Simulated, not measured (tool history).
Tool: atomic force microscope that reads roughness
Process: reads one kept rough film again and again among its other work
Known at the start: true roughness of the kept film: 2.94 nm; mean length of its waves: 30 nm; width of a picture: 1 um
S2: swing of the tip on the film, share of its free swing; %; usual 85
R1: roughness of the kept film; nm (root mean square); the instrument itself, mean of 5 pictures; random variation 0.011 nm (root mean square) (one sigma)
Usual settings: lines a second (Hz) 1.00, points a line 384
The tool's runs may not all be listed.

{"run": 1, "hour": 0.0, "lines a second (Hz)": 1.0, "S2": 85, "points a line": 384, "R1": 2.208}
{"run": 2, "hour": 17.1, "lines a second (Hz)": 1.0, "S2": 85, "points a line": 384, "R1": 2.179}
{"run": 3, "hour": 27.8, "lines a second (Hz)": 1.0, "S2": 85, "points a line": 364, "R1": 2.16}
{"run": 4, "hour": 41.9, "lines a second (Hz)": 1.0, "S2": 85, "points a line": 384, "R1": 2.129}
{"run": 5, "hour": 53.1, "lines a second (Hz)": 1.0, "S2": 85, "points a line": 384, "R1": 2.108}
{"run": 6, "hour": 60.2, "lines a second (Hz)": 1.0, "S2": 85, "points a line": 384, "R1": 2.11}
{"run": 7, "hour": 76.5, "lines a second (Hz)": 1.0, "S2": 85, "points a line": 384, "R1": 2.071}
{"run": 8, "hour": 93.2, "lines a second (Hz)": 1.0, "S2": 85, "points a line": 445, "R1": 2.041}
{"run": 9, "hour": 105.6, "lines a second (Hz)": 1.0, "S2": 85, "points a line": 331, "R1": 1.986}
{"run": 10, "hour": 116.9, "lines a second (Hz)": 1.0, "S2": 85, "points a line": 331, "R1": 1.965}
{"run": 11, "hour": 132.0, "lines a second (Hz)": 1.0, "S2": 85, "points a line": 331, "R1": 1.963}
{"run": 12, "hour": 141.3, "lines a second (Hz)": 1.0, "S2": 85, "points a line": 1021, "R1": 1.967}
{"run": 13, "hour": 148.7, "lines a second (Hz)": 1.0, "S2": 85, "points a line": 384, "R1": 1.947}
{"hour": 154.7, "done": "new tip fitted"}
{"run": 14, "hour": 161.4, "lines a second (Hz)": 1.0, "S2": 85, "points a line": 949, "R1": 2.451}
{"run": 15, "hour": 169.1, "lines a second (Hz)": 1.0, "S2": 85, "points a line": 949, "R1": 2.448}
{"run": 16, "hour": 186.7, "lines a second (Hz)": 1.0, "S2": 85, "points a line": 949, "R1": 2.381}
{"run": 17, "hour": 202.3, "lines a second (Hz)": 1.0, "S2": 85, "points a line": 949, "R1": 2.327}
{"run": 18, "hour": 215.0, "lines a second (Hz)": 1.0, "S2": 85, "points a line": 949, "R1": 2.319}
{"run": 19, "hour": 225.4, "lines a second (Hz)": 0.8, "S2": 85, "points a line": 949, "R1": 2.312}
{"run": 20, "hour": 234.8, "lines a second (Hz)": 1.0, "S2": 85, "points a line": 384, "R1": 2.294}
{"run": 21, "hour": 248.0, "lines a second (Hz)": 1.0, "S2": 85, "points a line": 384, "R1": 2.231}
{"run": 22, "hour": 260.2, "lines a second (Hz)": 1.0, "S2": 74, "points a line": 384, "R1": 2.251}
{"run": 23, "hour": 267.5, "lines a second (Hz)": 1.0, "S2": 74, "points a line": 303, "R1": 2.232}
{"run": 24, "hour": 282.4, "lines a second (Hz)": 3.24, "S2": 57, "points a line": 739, "R1": 2.21}
{"run": 25, "hour": 293.6, "lines a second (Hz)": 1.9, "S2": 85, "points a line": 705, "R1": 2.049}
{"run": 26, "hour": 310.7, "lines a second (Hz)": 2.2, "S2": 67, "points a line": 384, "R1": 2.113}
{"run": 27, "hour": 319.1, "lines a second (Hz)": 2.2, "S2": 67, "points a line": 384, "R1": 2.111}
{"run": 28, "hour": 328.0, "lines a second (Hz)": 2.2, "S2": 67, "points a line": 384, "R1": 2.095}
{"run": 29, "hour": 342.6, "lines a second (Hz)": 2.2, "S2": 58, "points a line": 384, "R1": 2.102}
{"run": 30, "hour": 352.1, "lines a second (Hz)": 2.2, "S2": 58, "points a line": 384, "R1": 2.082}
{"run": 31, "hour": 359.8, "lines a second (Hz)": 3.37, "S2": 85, "points a line": 289, "R1": 1.82}
{"run": 32, "hour": 375.4, "lines a second (Hz)": 2.07, "S2": 85, "points a line": 727, "R1": 1.916}
{"run": 33, "hour": 390.4, "lines a second (Hz)": 3.58, "S2": 85, "points a line": 732, "R1": 1.772}
{"run": 34, "hour": 398.6, "lines a second (Hz)": 1.0, "S2": 66, "points a line": 265, "R1": 1.994}
{"run": 35, "hour": 410.4, "lines a second (Hz)": 1.48, "S2": 81, "points a line": 384, "R1": 1.916}
{"hour": 413.4, "done": "new tip fitted"}
{"run": 36, "hour": 422.0, "lines a second (Hz)": 1.48, "S2": 81, "points a line": 384, "R1": 2.434}
{"run": 37, "hour": 430.2, "lines a second (Hz)": 1.48, "S2": 81, "points a line": 384, "R1": 2.403}
{"run": 38, "hour": 442.6, "lines a second (Hz)": 1.28, "S2": 68, "points a line": 677, "R1": 2.469}
{"run": 39, "hour": 459.3, "lines a second (Hz)": 2.69, "S2": 56, "points a line": 391, "R1": 2.4}
{"run": 40, "hour": 472.6, "lines a second (Hz)": 2.69, "S2": 56, "points a line": 391, "R1": 2.376}
{"run": 41, "hour": 484.5, "lines a second (Hz)": 2.69, "S2": 56, "points a line": 391, "R1": 2.339}
{"run": 42, "hour": 496.7, "lines a second (Hz)": 2.69, "S2": 56, "points a line": 391, "R1": 2.319}

Forecast each of these 3 alternatives for the next run:
{"run": "A", "hour": 511.3, "lines a second (Hz)": 0.54, "S2": 78, "points a line": 1007, "R1": "?"}
{"run": "B", "hour": 511.3, "lines a second (Hz)": 1.0, "S2": 70, "points a line": 384, "R1": "?"}
{"run": "C", "hour": 511.3, "lines a second (Hz)": 1.48, "S2": 70, "points a line": 695, "R1": "?"}

run=A R1=2.305
run=B R1=2.291
run=C R1=2.278
Without the tool's hidden state the same runs would have given:
run=A R1=2.548
run=B R1=2.533
run=C R1=2.518
